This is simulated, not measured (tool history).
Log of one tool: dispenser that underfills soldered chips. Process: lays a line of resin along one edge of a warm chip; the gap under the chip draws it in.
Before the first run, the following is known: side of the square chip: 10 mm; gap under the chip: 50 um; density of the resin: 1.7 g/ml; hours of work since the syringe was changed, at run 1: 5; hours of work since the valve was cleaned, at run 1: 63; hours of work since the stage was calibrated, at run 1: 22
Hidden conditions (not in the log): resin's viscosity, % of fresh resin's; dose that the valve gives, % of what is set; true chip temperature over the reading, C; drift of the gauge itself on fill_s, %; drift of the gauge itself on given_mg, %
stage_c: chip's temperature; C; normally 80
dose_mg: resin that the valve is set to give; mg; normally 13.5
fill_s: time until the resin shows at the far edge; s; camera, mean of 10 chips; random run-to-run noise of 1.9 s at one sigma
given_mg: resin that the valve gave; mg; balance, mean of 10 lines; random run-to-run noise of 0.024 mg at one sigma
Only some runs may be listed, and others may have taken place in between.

run   hour  stage_c  dose_mg  hours of work since the syringe was changed  hours of work since the valve was cleaned  hours of work since the stage was calibrated  fill_s  given_mg
  1    0.0       80     13.5                                            5                                         63                                            22   272.6     13.25
       6.7  -- new syringe of resin
  2    6.7       80     13.5                                            0                                         68                                            26   177.2     13.25
  3   12.9       77     13.5                                            4                                         72                                            30   287.7     13.19
  4   18.6       80     13.5                                            8                                         76                                            34   341.1     13.15
      20.8  -- new syringe of resin
  5   25.6       80     13.5                                            3                                         80                                            39   237.7     13.14
      35.1  -- new syringe of resin
  6   35.6       80     13.5                                            0                                         87                                            46   186.4     13.14
      39.9  -- dispensing valve cleaned and set on the balance
  7   44.0       80     13.5                                            5                                          3                                            51   286.7     13.53
      50.8  -- new syringe of resin
  8   52.9       80     13.5                                            1                                          9                                            57   199.8     13.50
  9   63.2       73     14.6                                            9                                         16                                            64   472.1     14.56
      65.0  -- new syringe of resin
 10   69.3       81     13.5                                            3                                         20                                            68   216.1     13.42
 11   74.4       84     12.8                                            7                                         23                                            71   256.5     12.72
      79.1  -- new syringe of resin
 12   84.7       95     14.3                                            4                                         30                                            78   135.8     14.17
 13   90.4       90     14.1                                            8                                         34                                            82   224.7     13.97
      93.8  -- new syringe of resin
 14  100.1       93     16.6                                            4                                         41                                            89   152.6     16.40
     108.2  -- new syringe of resin
 15  108.2       81     13.1                                            0                                         46                                            94   177.4     12.96
 16  117.8       83     13.1                                            7                                         53                                           101   275.4     12.89

Below are 4 alternative next runs, each starting from the tool's condition after run 16. Predict each:
     122.6  -- new syringe of resin
  A  124.8       93     12.6                                            2                                         57                                           105       ?         ?
     122.6  -- new syringe of resin
  B  124.8       75     13.3                                            2                                         57                                           105       ?         ?
     122.6  -- new syringe of resin
  C  124.8       86     15.3                                            2                                         57                                           105       ?         ?
     122.6  -- new syringe of resin
  D  124.8       84     14.7                                            2                                         57                                           105       ?         ?

run  fill_s  given_mg
  A   127.4     12.42
  B   254.0     13.09
  C   162.4     15.05
  D   173.5     14.47
With no hidden state in the tool, these same runs would have given:
run  fill_s  given_mg
  A   112.9     12.63
  B   225.6     13.32
  C   144.3     15.31
  D   154.1     14.71
